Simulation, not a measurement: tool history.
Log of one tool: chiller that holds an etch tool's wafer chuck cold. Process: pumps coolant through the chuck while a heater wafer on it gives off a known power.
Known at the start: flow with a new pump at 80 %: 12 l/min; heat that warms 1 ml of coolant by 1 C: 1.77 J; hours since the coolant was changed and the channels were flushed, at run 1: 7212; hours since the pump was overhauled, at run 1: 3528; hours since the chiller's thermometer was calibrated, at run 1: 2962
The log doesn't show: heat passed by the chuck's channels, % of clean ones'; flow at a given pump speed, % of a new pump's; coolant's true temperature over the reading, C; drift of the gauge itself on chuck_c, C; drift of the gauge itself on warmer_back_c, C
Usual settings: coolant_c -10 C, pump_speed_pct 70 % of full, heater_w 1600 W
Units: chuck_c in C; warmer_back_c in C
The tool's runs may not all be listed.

run	hour	coolant_c	pump_speed_pct	heater_w	hours since the coolant was changed and the channels were flushed	hours since the pump was overhauled	hours since the chiller's thermometer was calibrated	chuck_c	warmer_back_c
1	0.0	-10	70	1600	7212	3528	2962	4.7	5.58
# hour 70.2: coolant changed, channels flushed
2	84.0	-13	70	1600	14	3606	3040	-0.8	5.58
3	122.6	-13	70	1600	52	3645	3078	-0.7	5.55
4	190.9	-10	76	1600	121	3713	3147	1.7	5.18
5	279.1	-17	76	1600	209	3801	3235	-5.3	5.15
6	328.3	-10	70	1006	258	3851	3284	-1.9	3.57
7	392.8	-10	70	1006	323	3915	3348	-1.9	3.54
8	473.3	-10	70	1570	403	3996	3429	2.5	5.56
9	525.4	-10	70	1570	455	4048	3481	2.4	5.52
10	588.3	-10	70	1570	518	4111	3544	2.4	5.56
11	652.9	-10	70	1570	583	4175	3609	2.6	5.52
12	710.0	-10	70	1570	640	4232	3666	2.6	5.56
13	764.5	-10	89	1570	694	4287	3720	0.2	4.34
14	803.3	-10	89	1570	733	4326	3759	0.4	4.25
15	854.6	0	70	1329	784	4377	3810	11.1	4.78
16	920.0	-9	70	1211	850	4442	3876	0.8	4.31
17	1004.7	-9	70	1211	934	4527	3960	1.0	4.33
18	1067.7	-9	70	1211	997	4590	4023	1.2	4.34
19	1116.1	-10	70	864	1046	4639	4072	-2.5	3.08
20	1184.8	-10	70	864	1115	4707	4140	-2.7	3.06
21	1252.3	-10	71	1753	1182	4775	4208	4.1	6.20
22	1301.1	-10	71	1753	1231	4824	4257	4.3	6.17
23	1378.9	-10	70	1705	1309	4901	4335	4.2	6.17
24	1464.2	-10	70	1705	1394	4987	4420	4.1	6.19
25	1523.9	-10	70	1705	1454	5046	4480	4.1	6.09
26	1592.7	-13	77	1600	1522	5115	4548	-0.5	5.17
27	1680.2	-16	87	1707	1610	5203	4636	-4.2	4.87
28	1766.7	-11	70	870	1696	5289	4722	-3.4	3.17

Forecast each of these 5 alternatives for the next run:
A	1813.5	-17	92	1685	1743	5336	4769	?	?
B	1813.5	-7	70	2182	1743	5336	4769	?	?
C	1813.5	-9	91	870	1743	5336	4769	?	?
D	1813.5	-11	61	870	1743	5336	4769	?	?
E	1813.5	-4	70	870	1743	5336	4769	?	?

run	chuck_c	warmer_back_c
A	-5.7	4.57
B	11.1	7.97
C	-2.6	2.32
D	-2.2	3.71
E	3.6	3.19
Without the tool's hidden state the same runs would have given:
run	chuck_c	warmer_back_c
A	-7.9	4.11
B	8.1	7.16
C	-4.1	2.08
D	-4.1	3.33
E	1.9	2.86

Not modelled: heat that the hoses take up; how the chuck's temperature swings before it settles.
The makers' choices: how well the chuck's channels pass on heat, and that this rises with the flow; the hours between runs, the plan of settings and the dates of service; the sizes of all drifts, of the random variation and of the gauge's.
